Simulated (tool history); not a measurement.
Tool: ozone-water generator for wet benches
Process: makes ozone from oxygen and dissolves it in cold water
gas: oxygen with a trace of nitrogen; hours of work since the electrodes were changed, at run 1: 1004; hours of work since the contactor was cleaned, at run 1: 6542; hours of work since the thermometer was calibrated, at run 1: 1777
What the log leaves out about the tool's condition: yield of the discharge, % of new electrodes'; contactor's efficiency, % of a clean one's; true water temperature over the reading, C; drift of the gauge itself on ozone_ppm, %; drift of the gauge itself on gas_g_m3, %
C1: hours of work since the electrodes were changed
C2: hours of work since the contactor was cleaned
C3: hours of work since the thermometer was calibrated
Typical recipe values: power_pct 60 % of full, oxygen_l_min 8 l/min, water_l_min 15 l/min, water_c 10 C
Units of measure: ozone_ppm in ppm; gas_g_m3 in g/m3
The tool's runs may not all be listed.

Run 1, hour 0: usual settings; C1 1004; C2 6542; C3 1777. Result: ozone_ppm 29.2 ppm, gas_g_m3 165.8 g/m3.
Run 2, hour 16.3: usual settings but water_c 6 C; C1 1016; C2 6555; C3 1790. Result: ozone_ppm 31.2 ppm, gas_g_m3 165.9 g/m3.
Run 3, hour 46.7: usual settings but water_l_min 12 l/min; C1 1040; C2 6579; C3 1814. Result: ozone_ppm 33.2 ppm, gas_g_m3 165.8 g/m3.
Run 4, hour 61.4: usual settings; C1 1052; C2 6590; C3 1825. Result: ozone_ppm 28.9 ppm, gas_g_m3 166.8 g/m3.
Run 5, hour 79.1: usual settings; C1 1065; C2 6604; C3 1839. Result: ozone_ppm 29 ppm, gas_g_m3 165.4 g/m3.
Run 6, hour 105.8: usual settings; C1 1086; C2 6625; C3 1860. Result: ozone_ppm 28.8 ppm, gas_g_m3 166.1 g/m3.
Run 7, hour 136.2: usual settings; C1 1110; C2 6648; C3 1884. Result: ozone_ppm 28.5 ppm, gas_g_m3 166.4 g/m3.
Run 8, hour 151.9: usual settings but power_pct 44 % of full; C1 1122; C2 6661; C3 1896. Result: ozone_ppm 21.7 ppm, gas_g_m3 125.9 g/m3.
Run 9, hour 179.9: usual settings; C1 1144; C2 6683; C3 1918. Result: ozone_ppm 29 ppm, gas_g_m3 166.1 g/m3.
Run 10, hour 197.1: usual settings but water_l_min 12 l/min; C1 1158; C2 6696; C3 1932. Result: ozone_ppm 33.3 ppm, gas_g_m3 167.1 g/m3.
Run 11, hour 225.2: usual settings; C1 1180; C2 6718; C3 1953. Result: ozone_ppm 29 ppm, gas_g_m3 166.4 g/m3.
Run 12, hour 252.5: usual settings; C1 1201; C2 6739; C3 1975. Result: ozone_ppm 28.6 ppm, gas_g_m3 167.9 g/m3.
Run 13, hour 270: usual settings; C1 1215; C2 6753; C3 1989. Result: ozone_ppm 28.8 ppm, gas_g_m3 166.4 g/m3.
Run 14, hour 289.9: usual settings; C1 1230; C2 6769; C3 2004. Result: ozone_ppm 28.9 ppm, gas_g_m3 168.6 g/m3.
Run 15, hour 308: usual settings; C1 1244; C2 6783; C3 2018. Result: ozone_ppm 29.2 ppm, gas_g_m3 168.2 g/m3.
Run 16, hour 329.3: usual settings; C1 1261; C2 6799; C3 2035. Result: ozone_ppm 28.7 ppm, gas_g_m3 168.9 g/m3.
Run 17, hour 345.1: usual settings; C1 1273; C2 6812; C3 2047. Result: ozone_ppm 29 ppm, gas_g_m3 168.4 g/m3.
Run 18, hour 364: usual settings but power_pct 59 % of full, water_l_min 18 l/min; C1 1288; C2 6827; C3 2062. Result: ozone_ppm 25.1 ppm, gas_g_m3 166.1 g/m3.
Run 19, hour 394.6: usual settings but power_pct 59 % of full, water_l_min 18 l/min; C1 1312; C2 6850; C3 2086. Result: ozone_ppm 25.1 ppm, gas_g_m3 166.7 g/m3.
Run 20, hour 423.7: usual settings but power_pct 59 % of full, water_l_min 18 l/min; C1 1335; C2 6873; C3 2109. Result: ozone_ppm 24.8 ppm, gas_g_m3 165.6 g/m3.
Run 21, hour 446.6: usual settings but power_pct 59 % of full, water_l_min 18 l/min; C1 1353; C2 6891; C3 2127. Result: ozone_ppm 25.1 ppm, gas_g_m3 166.7 g/m3.
Run 22, hour 471.2: usual settings but power_pct 56 % of full, water_l_min 10 l/min, water_c 17 C; C1 1372; C2 6910; C3 2146. Result: ozone_ppm 29.7 ppm, gas_g_m3 159.5 g/m3.
Run 23, hour 488.1: usual settings but power_pct 56 % of full, water_l_min 10 l/min, water_c 17 C; C1 1385; C2 6924; C3 2159. Result: ozone_ppm 29.9 ppm, gas_g_m3 159.3 g/m3.
Run 24, hour 510.1: usual settings but power_pct 56 % of full, water_l_min 10 l/min, water_c 17 C; C1 1402; C2 6941; C3 2176. Result: ozone_ppm 29.7 ppm, gas_g_m3 160.6 g/m3.
At hour 516.9: gauge calibrated.
Run 25, hour 533.9: usual settings but power_pct 56 % of full, water_l_min 10 l/min, water_c 17 C; C1 1421; C2 6959; C3 2195. Result: ozone_ppm 29.7 ppm, gas_g_m3 155.8 g/m3.
Run 26, hour 552.2: usual settings but power_pct 56 % of full, water_l_min 10 l/min, water_c 17 C; C1 1435; C2 6974; C3 2209. Result: ozone_ppm 29.7 ppm, gas_g_m3 157.2 g/m3.
Run 27, hour 579.6: usual settings but power_pct 88 % of full, oxygen_l_min 4.3 l/min, water_l_min 17 l/min, water_c 6 C; C1 1457; C2 6995; C3 2230. Result: ozone_ppm 37.8 ppm, gas_g_m3 315.7 g/m3.
Run 28, hour 605.7: usual settings but power_pct 83 % of full, oxygen_l_min 5.16 l/min, water_c 8 C; C1 1477; C2 7015; C3 2251. Result: ozone_ppm 39.7 ppm, gas_g_m3 273.6 g/m3.
Run 29, hour 620.9: usual settings but power_pct 95 % of full, oxygen_l_min 13.59 l/min, water_l_min 22 l/min, water_c 14 C; C1 1489; C2 7027; C3 2263. Result: ozone_ppm 29.9 ppm, gas_g_m3 193.2 g/m3.
Run 30, hour 638.3: usual settings but power_pct 51 % of full, water_c 15 C; C1 1502; C2 7041; C3 2276. Result: ozone_ppm 22.6 ppm, gas_g_m3 143.4 g/m3.
Run 31, hour 668: usual settings but power_pct 51 % of full, water_c 15 C; C1 1526; C2 7064; C3 2300. Result: ozone_ppm 22.8 ppm, gas_g_m3 143.4 g/m3.
Run 32, hour 682.2: usual settings but power_pct 59 % of full, oxygen_l_min 5.94 l/min, water_l_min 14 l/min, water_c 8 C; C1 1537; C2 7075; C3 2311. Result: ozone_ppm 30.4 ppm, gas_g_m3 188.3 g/m3.
Run 33, hour 697: usual settings but power_pct 76 % of full, water_l_min 10 l/min; C1 1548; C2 7087; C3 2322. Result: ozone_ppm 45.3 ppm, gas_g_m3 206.2 g/m3.

Some steps in gas_g_m3, run to run, broken into two amounts with sign: the step expected even without the hidden condition (settings, incoming material, random variation), and the rest, left for the hidden condition together with whatever gauge scatter is not in both the measured and the hidden-condition-free result:
Run 8 -> 9: power_pct 44 -> 60. gas_g_m3 +40.2 g/m3: hidden state +0.6, all else +39.6.
Run 24 -> 25: gauge calibrated. gas_g_m3 -4.8 g/m3: hidden state -4.4, all else -0.4.
Run 26 -> 27: power_pct 56 -> 88, oxygen_l_min 8 -> 4.3, water_l_min 10 -> 17, water_c 17 -> 6. gas_g_m3 +158.5 g/m3: hidden state +0.8, all else +157.7.
Run 28 -> 29: power_pct 83 -> 95, oxygen_l_min 5.16 -> 13.59, water_l_min 15 -> 22, water_c 8 -> 14. gas_g_m3 -80.4 g/m3: hidden state -0.3, all else -80.1.
Run 29 -> 30: power_pct 95 -> 51, oxygen_l_min 13.59 -> 8, water_l_min 22 -> 15, water_c 14 -> 15. gas_g_m3 -49.8 g/m3: hidden state -0.1, all else -49.7.
